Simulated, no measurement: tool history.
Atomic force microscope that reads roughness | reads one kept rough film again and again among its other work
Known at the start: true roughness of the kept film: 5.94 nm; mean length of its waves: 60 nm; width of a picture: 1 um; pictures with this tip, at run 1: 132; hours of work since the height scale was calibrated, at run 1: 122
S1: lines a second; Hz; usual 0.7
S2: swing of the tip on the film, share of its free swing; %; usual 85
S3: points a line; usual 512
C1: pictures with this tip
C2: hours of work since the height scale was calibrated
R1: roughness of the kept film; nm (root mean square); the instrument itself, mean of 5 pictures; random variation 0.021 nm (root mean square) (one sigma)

run,day,S1,S2,S3,C1,C2,R1
1,0,0.7,85,512,132,122,4.824
2,0.321,0.7,85,512,145,126,4.809
3,0.625,0.7,85,512,157,129,4.787
4,0.892,0.7,85,512,167,132,4.745
5,1.167,0.7,85,769,178,135,4.729
6,1.429,0.7,85,769,189,138,4.702
7,1.738,0.7,82,512,201,142,4.727
8,1.954,0.7,82,512,210,144,4.658
9,2.35,0.7,85,512,225,149,4.646
10,2.646,0.7,85,512,237,152,4.605
11,2.908,0.7,85,512,248,155,4.58
# day 2.95: new tip fitted
12,3.221,0.7,85,512,10,158,5.153
13,3.621,3.519,85,512,26,163,3.99
14,3.854,3.519,85,512,36,166,3.972
15,4.175,3.519,85,512,48,169,3.976
16,4.358,0.7,85,263,56,171,4.987
17,4.529,0.7,85,512,63,173,5
18,4.925,0.7,85,512,78,178,4.99
19,5.171,0.7,85,512,88,181,5.001
20,5.354,0.7,85,512,95,183,4.934
21,5.575,0.7,85,512,104,185,4.921
22,5.908,0.7,85,512,118,189,4.886
23,6.267,0.7,85,818,132,193,4.888
24,6.442,0.7,85,512,139,195,4.82
25,6.7,0.7,85,512,149,198,4.813
26,7.025,0.7,85,512,162,202,4.808
27,7.275,0.7,85,512,172,205,4.771
28,7.588,0.7,85,391,184,208,4.736
29,7.85,0.7,82,391,195,211,4.768
30,8.192,1.264,85,512,208,215,4.46
31,8.492,2.009,82,512,220,219,4.215
32,8.796,2.009,82,512,232,222,4.211
33,9.021,3.408,76,320,241,225,4.021
# day 9.246: new tip fitted
34,9.417,0.796,72,1023,6,229,5.312
35,9.817,0.7,58,512,22,233,5.455
36,10.029,0.7,58,512,31,236,5.368
37,10.2,1.59,85,512,38,238,4.682
38,10.404,0.7,61,595,46,240,5.322
39,10.583,0.7,61,595,53,242,5.335
40,10.983,3.794,85,1008,69,247,3.834
41,11.354,0.7,71,1023,84,251,5.185
42,11.679,0.7,71,1023,97,255,5.134
43,11.854,0.7,71,1023,103,257,5.103
44,12.167,1.986,85,416,116,260,4.341
45,12.579,0.888,85,416,132,265,4.744
46,12.758,0.888,85,416,140,267,4.746
47,13.154,0.888,85,416,155,271,4.748
48,13.358,1.901,63,277,163,274,4.853
49,13.617,0.7,85,319,174,277,4.77
50,13.879,2.567,85,807,184,280,4.023
51,14.262,0.644,85,512,199,284,4.745
52,14.608,0.644,85,512,213,288,4.701

Forecast each of these 5 alternatives for the next run:
A,15.017,0.644,61,490,230,293,?
B,15.017,1.692,89,898,230,293,?
C,15.017,0.644,87,512,230,293,?
D,15.017,3.609,82,288,230,293,?
E,15.017,3.893,85,774,230,293,?

run,R1
A,4.896
B,4.132
C,4.637
D,3.777
E,3.539
Without the tool's hidden state the same runs would have given:
run,R1
A,5.459
B,4.607
C,5.17
D,4.211
E,3.947
